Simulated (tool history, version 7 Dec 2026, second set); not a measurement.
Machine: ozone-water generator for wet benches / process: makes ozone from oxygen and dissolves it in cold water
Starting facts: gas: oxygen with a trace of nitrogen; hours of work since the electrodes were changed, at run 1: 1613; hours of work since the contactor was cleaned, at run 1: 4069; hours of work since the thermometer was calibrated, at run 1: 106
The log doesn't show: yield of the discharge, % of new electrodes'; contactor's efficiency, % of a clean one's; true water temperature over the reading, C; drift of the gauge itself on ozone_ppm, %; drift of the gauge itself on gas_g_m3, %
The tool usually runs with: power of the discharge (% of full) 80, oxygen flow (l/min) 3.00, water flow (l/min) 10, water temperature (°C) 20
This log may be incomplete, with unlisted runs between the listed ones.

run    hour  power of the discharge (% of full)  oxygen flow (l/min)  water flow (l/min)  water temperature (°C)  hours of work since the electrodes were changed  hours of work since the contactor was cleaned  hours of work since the thermometer was calibrated  dissolved ozone (ppm)  ozone in the gas ahead of the water (g/m3)
  1     0.0                                  80                 3.00                  10                      20                                             1613                                           4069                                                 106                   27.3                                       236.5
  2    66.0                                  80                 3.00                  10                      20                                             1675                                           4131                                                 169                   27.0                                       236.3
  3   149.2                                  80                 3.00                  10                      20                                             1754                                           4210                                                 248                   27.1                                       234.5
  4   211.2                                  80                 3.00                  10                      20                                             1813                                           4269                                                 307                   26.5                                       233.1
  5   270.3                                  80                 3.00                  10                      20                                             1869                                           4325                                                 363                   26.7                                       235.8
  6   340.1                                  80                 3.00                  10                      20                                             1935                                           4391                                                 429                   26.6                                       232.2
  7   392.0                                  80                 3.00                  10                      20                                             1984                                           4440                                                 478                   26.7                                       234.6
  8   492.2                                  80                 3.00                  10                      20                                             2080                                           4536                                                 573                   26.3                                       235.0
  9   573.3                                  80                 3.00                  10                      20                                             2156                                           4612                                                 650                   26.2                                       231.6
 10   630.4                                  80                 3.00                  10                      20                                             2211                                           4667                                                 704                   26.2                                       234.3
 11   712.3                                  80                 3.00                  13                      20                                             2288                                           4744                                                 782                   21.1                                       231.1
 12   784.9                                  80                 3.00                  13                      20                                             2357                                           4813                                                 851                   21.0                                       230.3
 13   887.4                                  80                 3.00                  13                      20                                             2454                                           4910                                                 948                   21.1                                       228.6
 14   987.8                                  71                 3.00                  13                      20                                             2550                                           5006                                                1044                   19.5                                       214.7
 15  1039.6                                  75                 2.09                  12                      12                                             2599                                           5055                                                1093                   22.6                                       259.9
 16  1121.6                                  76                 3.77                  10                      20                                             2677                                           5133                                                1170                   24.9                                       198.1
 17  1206.8                                  53                 2.25                  11                      19                                             2757                                           5213                                                1251                   18.5                                       204.0
 18  1294.1                                  88                 2.25                  11                      21                                             2840                                           5296                                                1334                   23.9                                       271.6
 19  1356.1                                  67                 4.26                  10                      20                                             2899                                           5355                                                1393                   22.9                                       173.4
 20  1459.3                                  72                 2.58                  10                      20                                             2997                                           5453                                                1491                   23.5                                       229.3
 21  1563.0                                  72                 2.58                  10                      20                                             3095                                           5551                                                1589                   23.2                                       226.5
 22  1626.0                                  72                 2.58                  10                      20                                             3155                                           5611                                                1649                   23.3                                       225.0
 23  1679.8                                  81                 3.00                   9                      13                                             3206                                           5662                                                1700                   30.5                                       223.5
 24  1771.9                                  82                 3.00                  15                      26                                             3293                                           5749                                                1787                   16.6                                       224.7
 25  1829.9                                  80                 2.27                  10                      22                                             3348                                           5804                                                1842                   23.4                                       250.4
 26  1913.4                                  90                 2.58                  10                      20                                             3428                                           5884                                                1922                   25.9                                       252.8
 27  2002.8                                  80                 3.00                  13                      26                                             3512                                           5968                                                2006                   18.2                                       220.7

Subtracting, for every run, the result it would have given without the tool's unlogged condition from the measured result gives the following. The same run-to-run variation enters both numbers; the gauge's scatter may not:
run  dissolved ozone (ppm)  ozone in the gas ahead of the water (g/m3)
  1                   -3.1                                       -14.4
  2                   -3.1                                       -14.9
  3                   -3.3                                       -15.5
  4                   -3.2                                       -16.0
  5                   -3.4                                       -16.8
  6                   -3.5                                       -17.2
  7                   -3.6                                       -17.8
  8                   -3.7                                       -18.8
  9                   -3.8                                       -19.3
 10                   -3.9                                       -20.1
 11                   -3.4                                       -20.6
 12                   -3.5                                       -21.1
 13                   -3.6                                       -21.9
 14                   -3.4                                       -19.9
 15                   -3.9                                       -25.5
 16                   -4.2                                       -20.2
 17                   -2.9                                       -17.0
 18                   -4.6                                       -32.1
 19                   -4.1                                       -17.9
 20                   -4.5                                       -25.6
 21                   -4.6                                       -26.3
 22                   -4.7                                       -26.6
 23                   -6.3                                       -29.0
 24                   -3.8                                       -30.3
 25                   -5.1                                       -33.7
 26                   -6.1                                       -37.5
 27                   -4.4                                       -31.5

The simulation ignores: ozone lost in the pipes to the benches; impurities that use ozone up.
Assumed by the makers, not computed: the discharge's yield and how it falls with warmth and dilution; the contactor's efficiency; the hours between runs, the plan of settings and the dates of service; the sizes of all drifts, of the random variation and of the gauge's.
